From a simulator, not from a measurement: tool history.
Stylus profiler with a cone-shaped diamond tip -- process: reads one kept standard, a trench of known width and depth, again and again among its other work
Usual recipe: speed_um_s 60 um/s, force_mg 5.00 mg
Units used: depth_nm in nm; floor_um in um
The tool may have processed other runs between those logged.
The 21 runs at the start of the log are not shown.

{"run": 22, "hour": 659.1, "speed_um_s": 208, "force_mg": 10.95, "depth_nm": 205.26, "floor_um": 26.84}
{"run": 23, "hour": 697.3, "speed_um_s": 124, "force_mg": 2.08, "depth_nm": 202.13, "floor_um": 26.67}
{"run": 24, "hour": 718.9, "speed_um_s": 124, "force_mg": 2.08, "depth_nm": 202.37, "floor_um": 26.7}
{"run": 25, "hour": 749.8, "speed_um_s": 52, "force_mg": 11.61, "depth_nm": 205.64, "floor_um": 27.24}
{"run": 26, "hour": 777.3, "speed_um_s": 150, "force_mg": 12.98, "depth_nm": 206.07, "floor_um": 27.06}
{"run": 27, "hour": 803.7, "speed_um_s": 150, "force_mg": 12.98, "depth_nm": 205.94, "floor_um": 27.03}
{"run": 28, "hour": 843.9, "speed_um_s": 38, "force_mg": 7.28, "depth_nm": 204.56, "floor_um": 27.23}
{"run": 29, "hour": 874.7, "speed_um_s": 237, "force_mg": 12.27, "depth_nm": 205.9, "floor_um": 26.77}
{"run": 30, "hour": 907.2, "speed_um_s": 237, "force_mg": 12.27, "depth_nm": 205.89, "floor_um": 26.72}
{"run": 31, "hour": 943.6, "speed_um_s": 29, "force_mg": 1.68, "depth_nm": 202.36, "floor_um": 27.15}
{"run": 32, "hour": 983.0, "speed_um_s": 60, "force_mg": 2.72, "depth_nm": 202.52, "floor_um": 27.01}
{"run": 33, "hour": 1023.7, "speed_um_s": 18, "force_mg": 6.49, "depth_nm": 204.15, "floor_um": 27.32}
{"run": 34, "hour": 1051.8, "speed_um_s": 88, "force_mg": 11.37, "depth_nm": 205.58, "floor_um": 27.07}

Here are 4 independent what-if runs from the current tool condition. What would each one return?
{"run": "A", "hour": 1088.6, "speed_um_s": 60, "force_mg": 6.0, "depth_nm": "?", "floor_um": "?"}
{"run": "B", "hour": 1088.6, "speed_um_s": 19, "force_mg": 3.66, "depth_nm": "?", "floor_um": "?"}
{"run": "C", "hour": 1088.6, "speed_um_s": 222, "force_mg": 13.02, "depth_nm": "?", "floor_um": "?"}
{"run": "D", "hour": 1088.6, "speed_um_s": 88, "force_mg": 2.23, "depth_nm": "?", "floor_um": "?"}

run=A depth_nm=204.00 floor_um=27.09
run=B depth_nm=203.12 floor_um=27.16
run=C depth_nm=206.02 floor_um=26.73
run=D depth_nm=202.52 floor_um=26.77
Had the tool no hidden state, the same runs would have come out as:
run=A depth_nm=203.05 floor_um=27.86
run=B depth_nm=202.18 floor_um=27.92
run=C depth_nm=205.07 floor_um=27.50
run=D depth_nm=201.58 floor_um=27.53

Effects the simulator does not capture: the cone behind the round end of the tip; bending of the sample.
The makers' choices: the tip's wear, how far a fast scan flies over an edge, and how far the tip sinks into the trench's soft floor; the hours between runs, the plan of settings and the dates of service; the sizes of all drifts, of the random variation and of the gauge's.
